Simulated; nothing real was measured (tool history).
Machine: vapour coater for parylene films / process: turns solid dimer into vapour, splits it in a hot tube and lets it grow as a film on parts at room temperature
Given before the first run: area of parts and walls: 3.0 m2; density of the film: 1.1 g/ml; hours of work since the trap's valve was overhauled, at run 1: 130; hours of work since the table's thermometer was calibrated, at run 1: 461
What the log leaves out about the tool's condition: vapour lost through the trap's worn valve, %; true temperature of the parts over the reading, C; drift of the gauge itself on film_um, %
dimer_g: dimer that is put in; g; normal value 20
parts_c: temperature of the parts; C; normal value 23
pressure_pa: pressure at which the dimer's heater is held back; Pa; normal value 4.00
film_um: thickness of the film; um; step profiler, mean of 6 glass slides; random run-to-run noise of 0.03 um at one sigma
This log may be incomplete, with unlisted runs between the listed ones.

run,hour,dimer_g,parts_c,pressure_pa,hours of work since the trap's valve was overhauled,hours of work since the table's thermometer was calibrated,film_um
1,0.0,20,23,4.00,130,461,3.06
2,15.9,20,23,4.00,143,474,3.04
3,28.3,20,23,4.00,153,484,3.03
4,42.4,20,23,4.00,164,495,3.03
5,51.9,20,23,4.00,172,503,3.03
6,61.5,20,23,4.00,180,510,3.05
7,77.7,20,23,4.00,193,523,3.01
8,85.1,20,23,4.00,199,529,3.03
9,94.0,18,23,4.00,206,537,2.69
10,103.5,18,23,7.29,214,544,2.44
11,119.7,18,23,7.29,227,557,2.42
12,134.3,18,23,7.29,238,569,2.45
13,150.5,18,23,7.29,251,582,2.45
14,161.5,17,21,3.01,260,591,2.86
15,171.7,17,21,3.01,269,599,2.84
16,186.8,15,26,4.40,281,611,1.92
17,201.5,15,26,4.40,293,623,1.91
18,213.6,15,26,4.40,302,633,1.87
19,223.7,11,20,5.78,310,641,1.73
20,239.6,11,20,5.78,323,654,1.65
# hour 253.0: trap's valve overhauled
21,256.3,20,34,9.74,3,664,1.70
22,271.6,11,31,7.01,15,676,1.12
23,279.8,11,31,7.01,22,683,1.17

Forecast each of these 5 alternatives for the next run:
A,295.3,20,29,8.08,34,695,?
B,295.3,21,20,7.01,34,695,?
C,295.3,15,31,3.60,34,695,?
D,295.3,20,23,4.56,34,695,?
E,295.3,15,32,5.08,34,695,?

run,film_um
A,2.20
B,3.41
C,1.72
D,3.06
E,1.57
With the hidden condition removed and each run's random variation left untouched, the same runs would have given:
run,film_um
A,2.26
B,3.51
C,1.77
D,3.15
E,1.62
